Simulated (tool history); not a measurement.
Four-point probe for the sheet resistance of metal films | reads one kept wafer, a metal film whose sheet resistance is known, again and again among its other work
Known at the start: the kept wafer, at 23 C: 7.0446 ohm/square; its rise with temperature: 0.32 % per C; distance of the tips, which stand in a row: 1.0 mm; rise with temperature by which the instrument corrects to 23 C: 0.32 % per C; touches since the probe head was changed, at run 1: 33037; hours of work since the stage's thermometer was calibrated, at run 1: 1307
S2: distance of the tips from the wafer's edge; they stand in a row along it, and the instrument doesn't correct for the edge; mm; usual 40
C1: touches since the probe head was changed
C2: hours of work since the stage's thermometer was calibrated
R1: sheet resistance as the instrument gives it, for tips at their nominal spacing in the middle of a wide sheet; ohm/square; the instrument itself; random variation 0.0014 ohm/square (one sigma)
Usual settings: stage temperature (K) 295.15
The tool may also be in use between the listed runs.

Run 1, hour 0: usual settings; C1 33037; C2 1307. Result: R1 6.98504 ohm/square.
Run 2, hour 66.6: usual settings; C1 33732; C2 1338. Result: R1 6.984871 ohm/square.
Run 3, hour 122.1: usual settings; C1 34313; C2 1363. Result: R1 6.985762 ohm/square.
Run 4, hour 171.8: usual settings; C1 34831; C2 1386. Result: R1 6.981643 ohm/square.
Run 5, hour 274.1: usual settings but S2 16 mm; C1 35901; C2 1433. Result: R1 6.99523 ohm/square.
Run 6, hour 346.8: usual settings but S2 16 mm; C1 36660; C2 1467. Result: R1 6.994022 ohm/square.
Run 7, hour 393.8: usual settings but S2 16 mm; C1 37151; C2 1488. Result: R1 6.992129 ohm/square.
Run 8, hour 482.4: usual settings but S2 17 mm; C1 38077; C2 1529. Result: R1 6.994366 ohm/square.
Run 9, hour 552.4: usual settings but stage temperature (K) 308.15, S2 17 mm; C1 38808; C2 1561. Result: R1 6.987651 ohm/square.
Run 10, hour 629.9: usual settings but S2 60 mm; C1 39618; C2 1597. Result: R1 6.979762 ohm/square.
At hour 635.7: stage's thermometer calibrated.
Run 11, hour 729: usual settings but S2 60 mm; C1 40649; C2 43. Result: R1 6.974876 ohm/square.
Run 12, hour 827.2: usual settings but stage temperature (K) 292.15, S2 8 mm; C1 41675; C2 88. Result: R1 7.034698 ohm/square.
Run 13, hour 930.8: usual settings but stage temperature (K) 294.15; C1 42756; C2 136. Result: R1 6.975084 ohm/square.
At hour 971.1: stage's thermometer calibrated, once more.
Run 14, hour 1023.7: usual settings but stage temperature (K) 294.15; C1 43722; C2 24. Result: R1 6.985424 ohm/square.
Run 15, hour 1107.7: usual settings but stage temperature (K) 294.15; C1 44600; C2 63. Result: R1 6.985148 ohm/square.
Run 16, hour 1166.5: usual settings but stage temperature (K) 300.15, S2 4 mm; C1 45214; C2 90. Result: R1 7.206054 ohm/square.
Run 17, hour 1269.9: usual settings but stage temperature (K) 299.15, S2 6 mm; C1 46295; C2 138. Result: R1 7.083099 ohm/square.
Run 18, hour 1371.7: usual settings but stage temperature (K) 303.15, S2 29 mm; C1 47358; C2 184. Result: R1 6.984276 ohm/square.
Run 19, hour 1467.5: usual settings but stage temperature (K) 291.15, S2 10 mm; C1 48359; C2 229. Result: R1 7.020614 ohm/square.
Run 20, hour 1528: usual settings but stage temperature (K) 303.15, S2 25 mm; C1 48991; C2 256. Result: R1 6.982634 ohm/square.
Run 21, hour 1627.1: usual settings but stage temperature (K) 302.15; C1 50027; C2 302. Result: R1 6.9857 ohm/square.

Hidden state or all else? Some run-to-run changes of R1, split into what the settings, what came in and random variation would give without the hidden state, and what is left for the hidden state (with any gauge scatter that isn't in both results):
The hidden state here: inner tips' distance over the nominal, %; tips' flats over new ones', %; wafer's true temperature over the reading, C; drift of the gauge itself on sheet_ohm, %.
Run 10 -> 11: stage's thermometer calibrated. R1 -0.004886 ohm/square: hidden state -0.003904, all else -0.000982.
Run 13 -> 14: stage's thermometer calibrated, once more. R1 +0.01034 ohm/square: hidden state +0.008689, all else +0.001651.
Run 15 -> 16: stage temperature (K) 294.15 -> 300.15, S2 40 -> 4. R1 +0.220906 ohm/square: hidden state -0.001971, all else +0.222877.
Run 16 -> 17: stage temperature (K) 300.15 -> 299.15, S2 4 -> 6. R1 -0.122955 ohm/square: hidden state +0.000656, all else -0.123611.

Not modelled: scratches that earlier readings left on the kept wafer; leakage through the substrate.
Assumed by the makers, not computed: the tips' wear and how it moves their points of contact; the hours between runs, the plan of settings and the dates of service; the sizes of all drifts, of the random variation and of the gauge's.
